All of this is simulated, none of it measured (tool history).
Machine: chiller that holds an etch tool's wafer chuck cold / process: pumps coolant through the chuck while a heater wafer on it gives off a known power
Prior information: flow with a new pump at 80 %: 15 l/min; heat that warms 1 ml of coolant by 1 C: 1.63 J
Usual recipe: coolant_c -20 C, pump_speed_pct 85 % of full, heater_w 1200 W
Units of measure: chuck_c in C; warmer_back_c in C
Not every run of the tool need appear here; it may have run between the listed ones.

Run 1, hour 0: usual settings. Result: chuck_c -10.4 C, warmer_back_c 2.8 C.
Run 2, hour 83.7: usual settings. Result: chuck_c -10.7 C, warmer_back_c 2.78 C.
Run 3, hour 189.8: usual settings but heater_w 913 W. Result: chuck_c -12.9 C, warmer_back_c 2.11 C.
Run 4, hour 267.7: usual settings but coolant_c -17 C. Result: chuck_c -7.6 C, warmer_back_c 2.75 C.
Run 5, hour 347.2: usual settings. Result: chuck_c -10.7 C, warmer_back_c 2.78 C.
Run 6, hour 456.6: usual settings but heater_w 1109 W. Result: chuck_c -11.4 C, warmer_back_c 2.56 C.
Run 7, hour 514: usual settings but heater_w 1109 W. Result: chuck_c -11.5 C, warmer_back_c 2.55 C.
Run 8, hour 610.7: usual settings but heater_w 1109 W. Result: chuck_c -11.4 C, warmer_back_c 2.54 C.
Run 9, hour 690.1: usual settings but heater_w 1109 W. Result: chuck_c -11.2 C, warmer_back_c 2.55 C.
At hour 763.8: chiller's thermometer calibrated.
Run 10, hour 773.9: usual settings but heater_w 1109 W. Result: chuck_c -11.3 C, warmer_back_c 2.61 C.
Run 11, hour 872.1: usual settings but heater_w 1109 W. Result: chuck_c -11.4 C, warmer_back_c 2.51 C.
Run 12, hour 924.2: usual settings but heater_w 1109 W. Result: chuck_c -11.3 C, warmer_back_c 2.58 C.
Run 13, hour 971.8: usual settings but coolant_c -13 C, pump_speed_pct 88 % of full, heater_w 859 W. Result: chuck_c -6.4 C, warmer_back_c 1.92 C.
Run 14, hour 1045.6: usual settings but coolant_c -15 C, pump_speed_pct 79 % of full, heater_w 601 W. Result: chuck_c -10.1 C, warmer_back_c 1.52 C.
Run 15, hour 1099.7: usual settings but heater_w 1697 W. Result: chuck_c -6.8 C, warmer_back_c 3.91 C.
Run 16, hour 1151.2: usual settings but coolant_c -25 C, pump_speed_pct 63 % of full, heater_w 762 W. Result: chuck_c -17.6 C, warmer_back_c 2.39 C.
Run 17, hour 1205.1: usual settings but coolant_c -25 C, pump_speed_pct 63 % of full, heater_w 762 W. Result: chuck_c -17.5 C, warmer_back_c 2.37 C.
Run 18, hour 1255.9: usual settings but coolant_c -25 C, pump_speed_pct 63 % of full, heater_w 762 W. Result: chuck_c -17.7 C, warmer_back_c 2.45 C.
Run 19, hour 1305.1: usual settings but coolant_c -25 C, pump_speed_pct 63 % of full, heater_w 762 W. Result: chuck_c -17.4 C, warmer_back_c 2.4 C.
Run 20, hour 1398.4: usual settings but coolant_c -11 C, pump_speed_pct 82 % of full, heater_w 762 W. Result: chuck_c -4.8 C, warmer_back_c 1.8 C.
Run 21, hour 1503.9: usual settings but coolant_c -29 C, pump_speed_pct 82 % of full, heater_w 762 W. Result: chuck_c -23 C, warmer_back_c 1.82 C.
Run 22, hour 1610.1: usual settings but coolant_c -19 C, pump_speed_pct 84 % of full, heater_w 1178 W. Result: chuck_c -9.8 C, warmer_back_c 2.79 C.
Run 23, hour 1664.9: usual settings but coolant_c -19 C, pump_speed_pct 84 % of full, heater_w 1178 W. Result: chuck_c -9.7 C, warmer_back_c 2.79 C.
Run 24, hour 1744.6: usual settings but coolant_c -19 C, pump_speed_pct 84 % of full, heater_w 1178 W. Result: chuck_c -9.6 C, warmer_back_c 2.74 C.

Forecast each of these 5 alternatives for the next run:
Run A, hour 1798.9: usual settings but coolant_c -21 C, heater_w 1227 W. Result: chuck_c ?, warmer_back_c ?.
Run B, hour 1798.9: usual settings but coolant_c -19 C, pump_speed_pct 79 % of full, heater_w 1178 W. Result: chuck_c ?, warmer_back_c ?.
Run C, hour 1798.9: usual settings but coolant_c -19 C, pump_speed_pct 84 % of full, heater_w 1178 W. Result: chuck_c ?, warmer_back_c ?.
Run D, hour 1798.9: usual settings but coolant_c -19 C, pump_speed_pct 80 % of full, heater_w 975 W. Result: chuck_c ?, warmer_back_c ?.
Run E, hour 1798.9: usual settings but coolant_c -29 C. Result: chuck_c ?, warmer_back_c ?.

run  chuck_c  warmer_back_c
  A    -11.3           2.84
  B     -9.1           2.91
  C     -9.7           2.75
  D    -11.1           2.41
  E    -19.5           2.78
The same runs, with their run-to-run variation unchanged, on a tool lacking any hidden condition would have given:
run  chuck_c  warmer_back_c
  A    -11.4           2.83
  B     -9.2            2.9
  C     -9.8           2.75
  D    -11.1           2.41
  E    -19.5           2.77
